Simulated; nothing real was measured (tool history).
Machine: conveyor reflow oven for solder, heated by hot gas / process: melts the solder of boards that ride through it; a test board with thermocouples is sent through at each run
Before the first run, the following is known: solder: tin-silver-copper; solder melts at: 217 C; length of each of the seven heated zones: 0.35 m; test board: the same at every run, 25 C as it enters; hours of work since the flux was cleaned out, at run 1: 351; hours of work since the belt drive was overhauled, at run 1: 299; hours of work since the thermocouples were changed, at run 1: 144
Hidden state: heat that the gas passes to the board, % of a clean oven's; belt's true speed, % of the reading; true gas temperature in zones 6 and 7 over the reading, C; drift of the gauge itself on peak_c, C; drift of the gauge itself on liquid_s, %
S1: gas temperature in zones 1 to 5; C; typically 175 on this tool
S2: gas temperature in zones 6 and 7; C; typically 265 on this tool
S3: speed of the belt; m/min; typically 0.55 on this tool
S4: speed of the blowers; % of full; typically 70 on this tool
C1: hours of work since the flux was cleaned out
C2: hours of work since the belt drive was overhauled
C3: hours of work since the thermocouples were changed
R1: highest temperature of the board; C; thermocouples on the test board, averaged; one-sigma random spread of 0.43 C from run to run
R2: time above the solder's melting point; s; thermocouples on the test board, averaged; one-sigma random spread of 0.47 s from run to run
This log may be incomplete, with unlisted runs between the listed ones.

run     day   S1   S2     S3  S4   C1    C2   C3     R1    R2
  1       0  175  265   0.55  70  351   299  144  241.2  46.2
  2   2.979  175  265   0.55  67  384   332  177    241  43.7
  3   5.904  175  265   0.55  70  417   365  209  241.4  44.7
  4   8.075  175  265   0.55  70  441   389  233  240.5  44.8
  5   11.05  189  265   0.55  70  474   422  266  244.2  53.7
     11.433  -- flux residue cleaned out of gas plates and filters
  6  13.133  189  265   0.55  70   19   442  287  245.7  57.6
  7  15.358  189  265   0.55  70   43   467  311  246.2  56.8
  8   18.25  175  265   0.55  70   75   499  343  242.8  48.2
  9  19.817  175  265   0.55  70   93   516  360  243.5  47.4
 10  21.983  175  265   0.55  70  117   540  384  241.7  47.1
 11  25.104  175  265   0.55  70  151   575  419  242.1  47.7
 12  27.454  175  265   0.55  70  177   601  445  242.2  46.5
 13  30.679  175  260   0.55  70  213   636  481  237.6  42.8
 14  32.633  175  270   0.55  70  234   658  502    245  50.2
 15  34.433  175  265   0.55  70  254   678  522  241.7    46
 16  37.146  177  265   0.55  70  284   708  552  241.1  47.3
 17  39.975  184  276  0.532  89  316   739  583  258.6  66.1
 18  43.062  176  265  0.648  52  350   773  617  224.4  16.4
 19  44.538  176  265  0.648  52  366   790  634    226  15.4
 20  46.288  165  279  0.521  66  385   809  653  249.7  53.4
 21  48.025  165  279  0.521  66  405   828  672  249.4  52.5
 22  50.896  175  273   0.55  70  436   860  704  245.8  50.7
 23  53.733  175  255   0.55  54  468   891  735  226.2  22.5
       54.6  -- flux residue cleaned out of gas plates and filters
 24  56.233  187  276  0.638  68   18   917  761  247.4    47
 25  59.479  187  276  0.638  67   54   953  797  246.3    47
 26  61.412  175  272  0.493  63   75   974  818  248.4  60.6
 27  63.258  175  272  0.639  63   96   994  839  237.6  34.7
 28  66.767  175  272  0.639  63  135  1033  877  237.7  33.8
 29  69.712  186  262  0.641  57  167  1066  910  231.2  28.4
     71.854  -- belt drive overhauled, speed set with a stopwatch
 30  72.271  186  258  0.641  89  194     5  936  237.5  39.5
 31  74.846  175  257  0.641  89  222    33  965  233.4  31.8

Below, some changes in R1 between adjacent runs. For each, the amount present without the hidden state too (settings, incoming material, random variation) and the amount remaining for the hidden state with gauge scatter not shared by both compared results:
Run 5 -> 6: flux residue cleaned out of gas plates and filters. R1 +1.5 C: hidden state +2.1, all else -0.6.
Run 17 -> 18: S1 184 -> 176, S2 276 -> 265, S3 0.532 -> 0.648, S4 89 -> 52. R1 -34.2 C: hidden state +0, all else -34.2.
Run 19 -> 20: S1 176 -> 165, S2 265 -> 279, S3 0.648 -> 0.521, S4 52 -> 66. R1 +23.7 C: hidden state -0.6, all else +24.3.
Run 23 -> 24: S1 175 -> 187, S2 255 -> 276, S3 0.55 -> 0.638, S4 54 -> 68, flux residue cleaned out of gas plates and filters. R1 +21.2 C: hidden state +2, all else +19.2.
Run 29 -> 30: S2 262 -> 258, S4 57 -> 89, belt drive overhauled, speed set with a stopwatch. R1 +6.3 C: hidden state -1, all else +7.3.

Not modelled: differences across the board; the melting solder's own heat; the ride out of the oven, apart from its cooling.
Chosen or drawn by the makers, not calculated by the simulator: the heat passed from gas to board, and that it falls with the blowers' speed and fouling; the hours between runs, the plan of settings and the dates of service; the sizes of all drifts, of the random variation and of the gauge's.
